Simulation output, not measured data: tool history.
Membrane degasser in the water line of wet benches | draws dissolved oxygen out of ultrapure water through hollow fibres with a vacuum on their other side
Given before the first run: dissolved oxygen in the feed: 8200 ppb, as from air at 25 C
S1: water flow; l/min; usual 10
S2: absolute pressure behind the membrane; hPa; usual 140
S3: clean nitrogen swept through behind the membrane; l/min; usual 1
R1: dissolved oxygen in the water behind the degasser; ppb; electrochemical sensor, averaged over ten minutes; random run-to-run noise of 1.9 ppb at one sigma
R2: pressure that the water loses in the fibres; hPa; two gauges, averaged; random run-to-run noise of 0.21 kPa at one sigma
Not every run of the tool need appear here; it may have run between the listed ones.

run	day	S1	S2	S3	R1	R2
1	0	10	140	1	250	502.4
2	7.467	10	140	1	255.1	501.4
3	18.092	10	140	1	255.7	498.7
4	31.104	10	140	1	254.3	500.1
5	41.533	10	140	1	254.3	500.7
6	51.883	10	140	1	252.4	502.4
7	60.483	10	140	1	255.5	502.3
8	74.854	10	140	1	253.4	505.1
9	82.629	10	140	1	259.1	501.7
10	93	10	140	1	254.1	503.8
11	101.371	10	275	1	550.6	504.8
12	110.375	10	140	0.45	507.2	506.1
13	122.521	10	140	1	256.1	505.4
14	137.112	10	140	1.4	188.1	505.8
15	148.038	10	140	1.4	188.6	503.4
# day 151.112: vacuum gauge calibrated
# day 151.196: seals of the vacuum lines changed
16	155.171	10	268	1.4	396.2	505.6
17	165.583	10	268	1.4	394.5	504.8
18	174.729	15	282	0.57	1254	756.6
# day 175.571: membrane cartridge changed
19	180.988	15	282	0.57	1257.2	758.7
20	189.408	15	282	0.57	1252.9	756.8
21	196.438	13	140	0.74	428.5	658.8
22	210.379	9	140	0.71	314	455.2
23	220.646	9	140	0.71	308.3	453.7
24	227.046	9	140	0.71	313.6	457.8
25	240.917	9	140	0.7	317.7	454.2
26	251.471	9	140	0.7	316.8	457.5
27	266.192	16	118	0.57	514.1	809.7
28	274.279	7	140	1.82	102.8	356.5
29	287.542	8	91	0.69	161.3	406.7

Each row is a separate what-if for the run after 29, all from the same tool condition, not one after another. Results?
A	299.108	9	91	0.69	?	?
B	299.108	8	98	0.69	?	?
C	299.108	8	350	1.32	?	?
D	299.108	10	255	1.84	?	?
E	299.108	7	235	0.69	?	?

run	R1	R2
A	178.7	458.5
B	177.5	405.9
C	447	406.1
D	289.9	507.9
E	470	353.4
Without the tool's unlogged condition, the same runs would have read:
run	R1	R2
A	178.4	449.8
B	177.1	398.3
C	446.4	398.5
D	289.6	498.3
E	469.3	346.8
